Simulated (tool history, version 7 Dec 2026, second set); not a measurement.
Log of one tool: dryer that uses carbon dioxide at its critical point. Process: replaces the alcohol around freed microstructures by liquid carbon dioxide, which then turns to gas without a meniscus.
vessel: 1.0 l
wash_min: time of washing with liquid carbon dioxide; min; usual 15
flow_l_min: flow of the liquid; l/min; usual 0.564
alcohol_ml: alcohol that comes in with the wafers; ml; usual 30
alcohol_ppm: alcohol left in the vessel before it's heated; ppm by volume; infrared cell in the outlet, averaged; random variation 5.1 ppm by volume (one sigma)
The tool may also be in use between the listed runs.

| run | hour | wash_min | flow_l_min | alcohol_ml | alcohol_ppm |
|---|---|---|---|---|---|
| 1 | 0 | 15 | 0.564 | 30 | 174 |
| 2 | 15.5 | 15 | 0.339 | 30 | 1256 |
| 3 | 26 | 15 | 0.564 | 30 | 175 |
| 4 | 39.5 | 15 | 0.564 | 30 | 180 |
| 5 | 51.3 | 15 | 0.564 | 30 | 199 |
| 6 | 67.5 | 15 | 0.564 | 30 | 192 |
| 7 | 78.3 | 15 | 0.564 | 30 | 189 |
| 8 | 92.9 | 15 | 0.564 | 30 | 201 |
| 9 | 101.9 | 15 | 0.564 | 30 | 188 |
| 10 | 118.9 | 15 | 0.564 | 30 | 200 |
| 11 | 134.6 | 15 | 0.564 | 30 | 209 |
| 12 | 150.9 | 15 | 0.564 | 48 | 312 |
| 13 | 160.2 | 15 | 0.564 | 28 | 195 |
| 14 | 169.8 | 15 | 0.564 | 28 | 197 |
| 15 | 178.4 | 15 | 0.564 | 28 | 209 |
| 16 | 195.3 | 15 | 0.564 | 28 | 197 |
| 17 | 210.4 | 15 | 0.564 | 28 | 206 |
| 18 | 225.8 | 15 | 0.564 | 28 | 191 |
| 19 | 243 | 15 | 0.564 | 28 | 212 |
| 20 | 251.1 | 15 | 0.564 | 28 | 219 |
| 21 | 264.4 | 15 | 0.564 | 52 | 394 |
|  | 269.9 | inlet filter changed |
| 22 | 275.6 | 15 | 0.564 | 52 | 154 |
| 23 | 294.1 | 11 | 0.564 | 30 | 410 |
| 24 | 311.7 | 15 | 0.341 | 30 | 828 |
| 25 | 326.5 | 15 | 0.341 | 30 | 854 |
| 26 | 344.9 | 14 | 0.564 | 30 | 142 |
| 27 | 354.9 | 14 | 0.564 | 30 | 154 |
| 28 | 368.7 | 16 | 0.564 | 87 | 195 |
| 29 | 383.2 | 15 | 0.456 | 47 | 419 |
| 30 | 398.7 | 10 | 0.499 | 97 | 3151 |
| 31 | 415.3 | 10 | 0.499 | 97 | 3203 |
| 32 | 435 | 11 | 0.46 | 63 | 2032 |
| 33 | 450 | 24 | 0.768 | 30 | 29 |
| 34 | 466 | 18 | 0.564 | 26 | 53 |
| 35 | 475.5 | 13 | 0.564 | 31 | 254 |
| 36 | 493.2 | 13 | 0.564 | 31 | 248 |
| 37 | 506.8 | 14 | 0.564 | 31 | 173 |
| 38 | 518.6 | 15 | 0.348 | 56 | 1603 |
| 39 | 526.8 | 15 | 0.348 | 56 | 1617 |
| 40 | 536.9 | 15 | 0.348 | 56 | 1674 |
| 41 | 549.9 | 15 | 0.348 | 56 | 1605 |
| 42 | 566.9 | 22 | 0.564 | 22 | 38 |
| 43 | 581.5 | 22 | 0.564 | 22 | 43 |
| 44 | 592.5 | 15 | 0.444 | 41 | 498 |
| 45 | 602.3 | 13 | 0.955 | 35 | 42 |
| 46 | 616.2 | 15 | 0.883 | 30 | 34 |

4 ways to go on from here, each from the tool as it stands after run 46. What would each give?
| A | 635.2 | 15 | 0.564 | 28 | ? |
| B | 635.2 | 23 | 0.662 | 34 | ? |
| C | 635.2 | 16 | 0.64 | 23 | ? |
| D | 635.2 | 10 | 0.868 | 62 | ? |

| run | alcohol_ppm |
|---|---|
| A | 135 |
| B | 38 |
| C | 63 |
| D | 253 |
Without the tool's hidden state the same runs would have given:
| run | alcohol_ppm |
|---|---|
| A | 74 |
| B | 10 |
| C | 26 |
| D | 153 |

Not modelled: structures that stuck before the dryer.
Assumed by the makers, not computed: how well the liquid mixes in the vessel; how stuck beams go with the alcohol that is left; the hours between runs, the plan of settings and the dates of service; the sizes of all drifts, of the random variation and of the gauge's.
